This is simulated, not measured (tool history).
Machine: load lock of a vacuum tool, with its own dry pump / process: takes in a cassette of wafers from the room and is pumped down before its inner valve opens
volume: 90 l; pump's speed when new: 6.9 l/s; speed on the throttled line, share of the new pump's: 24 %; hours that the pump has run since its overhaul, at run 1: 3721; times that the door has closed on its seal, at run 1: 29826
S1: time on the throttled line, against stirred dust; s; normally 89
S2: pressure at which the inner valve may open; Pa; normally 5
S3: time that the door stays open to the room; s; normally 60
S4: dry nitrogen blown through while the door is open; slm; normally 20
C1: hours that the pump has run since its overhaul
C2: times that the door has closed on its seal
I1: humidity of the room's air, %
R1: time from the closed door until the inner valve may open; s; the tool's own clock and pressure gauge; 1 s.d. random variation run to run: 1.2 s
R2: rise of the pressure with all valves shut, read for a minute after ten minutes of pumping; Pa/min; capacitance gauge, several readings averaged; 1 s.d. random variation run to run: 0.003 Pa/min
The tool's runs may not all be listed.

Run 1, hour 0: usual settings; C1 3721; C2 29826; I1 47.2. Result: R1 199.5 s, R2 0.466 Pa/min.
Run 2, hour 73.6: usual settings but S4 8 slm; C1 3795; C2 30140; I1 41.8. Result: R1 200.3 s, R2 0.452 Pa/min.
Run 3, hour 129.4: usual settings; C1 3851; C2 30378; I1 45.3. Result: R1 202.6 s, R2 0.484 Pa/min.
Run 4, hour 214.6: usual settings; C1 3936; C2 30741; I1 43.3. Result: R1 201.5 s, R2 0.5 Pa/min.
Run 5, hour 293.4: usual settings; C1 4015; C2 31077; I1 45.2. Result: R1 202 s, R2 0.502 Pa/min.
Run 6, hour 376.9: usual settings; C1 4098; C2 31433; I1 44. Result: R1 200.7 s, R2 0.513 Pa/min.
Run 7, hour 431.8: usual settings; C1 4153; C2 31667; I1 43.2. Result: R1 198.8 s, R2 0.518 Pa/min.
Run 8, hour 504.9: usual settings; C1 4226; C2 31979; I1 46. Result: R1 200.7 s, R2 0.522 Pa/min.
Run 9, hour 545.1: usual settings but S1 129 s, S2 6 Pa, S3 220 s, S4 42 slm; C1 4266; C2 32150; I1 47.7. Result: R1 227.3 s, R2 0.538 Pa/min.
Run 10, hour 638: usual settings but S1 147 s, S2 6 Pa, S3 220 s, S4 42 slm; C1 4359; C2 32546; I1 44.2. Result: R1 239.5 s, R2 0.55 Pa/min.
Run 11, hour 706.9: usual settings but S1 57 s, S2 6 Pa, S3 101 s, S4 9 slm; C1 4428; C2 32840; I1 41.9. Result: R1 174.1 s, R2 0.575 Pa/min.
Run 12, hour 797.9: usual settings but S1 57 s, S2 6 Pa, S3 101 s, S4 9 slm; C1 4519; C2 33228; I1 46.1. Result: R1 174.6 s, R2 0.573 Pa/min.
Run 13, hour 870.1: usual settings but S3 34 s; C1 4591; C2 33535; I1 46. Result: R1 200.6 s, R2 0.573 Pa/min.
Run 14, hour 918.2: usual settings but S3 34 s; C1 4640; C2 33741; I1 46.6. Result: R1 199.1 s, R2 0.56 Pa/min.
Run 15, hour 968.1: usual settings but S1 151 s, S3 51 s, S4 35 slm; C1 4689; C2 33953; I1 46. Result: R1 247.9 s, R2 0.57 Pa/min.

Below are 4 alternative next runs, each starting from the tool's condition after run 15. Predict each:
Run A, hour 1026.8: usual settings but S1 159 s, S3 160 s; C1 4748; C2 34203; I1 45.6. Result: R1 ?, R2 ?.
Run B, hour 1026.8: usual settings but S4 23 slm; C1 4748; C2 34203; I1 41.9. Result: R1 ?, R2 ?.
Run C, hour 1026.8: usual settings but S1 156 s, S3 51 s, S4 35 slm; C1 4748; C2 34203; I1 42.7. Result: R1 ?, R2 ?.
Run D, hour 1026.8: usual settings but S2 9 Pa, S3 77 s; C1 4748; C2 34203; I1 42. Result: R1 ?, R2 ?.

run     R1     R2
  A  252.2  0.607
  B    201  0.587
  C  252.3  0.575
  D    193  0.589
What these runs would have given with no unlogged condition in the tool:
run     R1     R2
  A  249.7   0.04
  B  197.8  0.016
  C  249.8  0.011
  D  190.5  0.019
